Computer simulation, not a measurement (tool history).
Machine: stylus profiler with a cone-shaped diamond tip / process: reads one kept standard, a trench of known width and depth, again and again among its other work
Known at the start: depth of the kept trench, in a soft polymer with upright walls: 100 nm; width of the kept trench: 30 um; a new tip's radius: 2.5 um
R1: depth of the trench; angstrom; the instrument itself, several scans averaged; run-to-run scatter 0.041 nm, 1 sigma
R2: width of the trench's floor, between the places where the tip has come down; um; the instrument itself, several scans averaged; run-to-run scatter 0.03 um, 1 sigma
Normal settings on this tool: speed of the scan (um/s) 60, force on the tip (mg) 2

run 1 hour=0 | speed_of_the_scan_(um/s)=60 force_on_the_tip_(mg)=2 | R1=1008.1 R2=28.24
run 2 hour=10.7 | speed_of_the_scan_(um/s)=60 force_on_the_tip_(mg)=2 | R1=1008.5 R2=28.31
run 3 hour=24.4 | speed_of_the_scan_(um/s)=60 force_on_the_tip_(mg)=3.78 | R1=1012.8 R2=28.41
run 4 hour=36.6 | speed_of_the_scan_(um/s)=60 force_on_the_tip_(mg)=3.78 | R1=1013 R2=28.36
run 5 hour=43.3 | speed_of_the_scan_(um/s)=26 force_on_the_tip_(mg)=2 | R1=1008.3 R2=28.42
run 6 hour=57.1 | speed_of_the_scan_(um/s)=60 force_on_the_tip_(mg)=1.37 | R1=1006.8 R2=28.25
run 7 hour=72.3 | speed_of_the_scan_(um/s)=129 force_on_the_tip_(mg)=1.37 | R1=1006.3 R2=27.88
run 8 hour=80.8 | speed_of_the_scan_(um/s)=70 force_on_the_tip_(mg)=2 | R1=1007.8 R2=28.24
run 9 hour=94.7 | speed_of_the_scan_(um/s)=70 force_on_the_tip_(mg)=2 | R1=1007.8 R2=28.2
run 10 hour=102.4 | speed_of_the_scan_(um/s)=143 force_on_the_tip_(mg)=0.72 | R1=1005 R2=27.45
run 11 hour=115.8 | speed_of_the_scan_(um/s)=143 force_on_the_tip_(mg)=0.72 | R1=1003.9 R2=27.52
run 12 hour=124.8 | speed_of_the_scan_(um/s)=132 force_on_the_tip_(mg)=1.52 | R1=1006.9 R2=27.87
run 13 hour=132.2 | speed_of_the_scan_(um/s)=132 force_on_the_tip_(mg)=1.52 | R1=1006.5 R2=27.86
run 14 hour=143.3 | speed_of_the_scan_(um/s)=60 force_on_the_tip_(mg)=2.53 | R1=1009.7 R2=28.26
run 15 hour=154.5 | speed_of_the_scan_(um/s)=47 force_on_the_tip_(mg)=0.96 | R1=1004.9 R2=28.2
run 16 hour=162.1 | speed_of_the_scan_(um/s)=47 force_on_the_tip_(mg)=0.67 | R1=1003.8 R2=28.16
run 17 hour=169.3 | speed_of_the_scan_(um/s)=60 force_on_the_tip_(mg)=2.9 | R1=1010.6 R2=28.25
run 18 hour=180.7 | speed_of_the_scan_(um/s)=60 force_on_the_tip_(mg)=2.9 | R1=1011.2 R2=28.27

5 options for the next run, each taken on its own from the tool as it stands now. Forecast them:
run A hour=187.6 | speed_of_the_scan_(um/s)=60 force_on_the_tip_(mg)=0.74 | R1=? R2=?
run B hour=187.6 | speed_of_the_scan_(um/s)=25 force_on_the_tip_(mg)=2.81 | R1=? R2=?
run C hour=187.6 | speed_of_the_scan_(um/s)=120 force_on_the_tip_(mg)=1.75 | R1=? R2=?
run D hour=187.6 | speed_of_the_scan_(um/s)=208 force_on_the_tip_(mg)=1.09 | R1=? R2=?
run E hour=187.6 | speed_of_the_scan_(um/s)=68 force_on_the_tip_(mg)=0.7 | R1=? R2=?

run=A R1=1003.9 R2=28.08
run=B R1=1011.1 R2=28.4
run=C R1=1007.7 R2=27.9
run=D R1=1005.9 R2=27.25
run=E R1=1004.4 R2=27.97
Without the tool's unlogged condition, the same runs would have read:
run=A R1=1004.5 R2=28.19
run=B R1=1011.7 R2=28.5
run=C R1=1008.3 R2=28.01
run=D R1=1006.6 R2=27.36
run=E R1=1005 R2=28.08

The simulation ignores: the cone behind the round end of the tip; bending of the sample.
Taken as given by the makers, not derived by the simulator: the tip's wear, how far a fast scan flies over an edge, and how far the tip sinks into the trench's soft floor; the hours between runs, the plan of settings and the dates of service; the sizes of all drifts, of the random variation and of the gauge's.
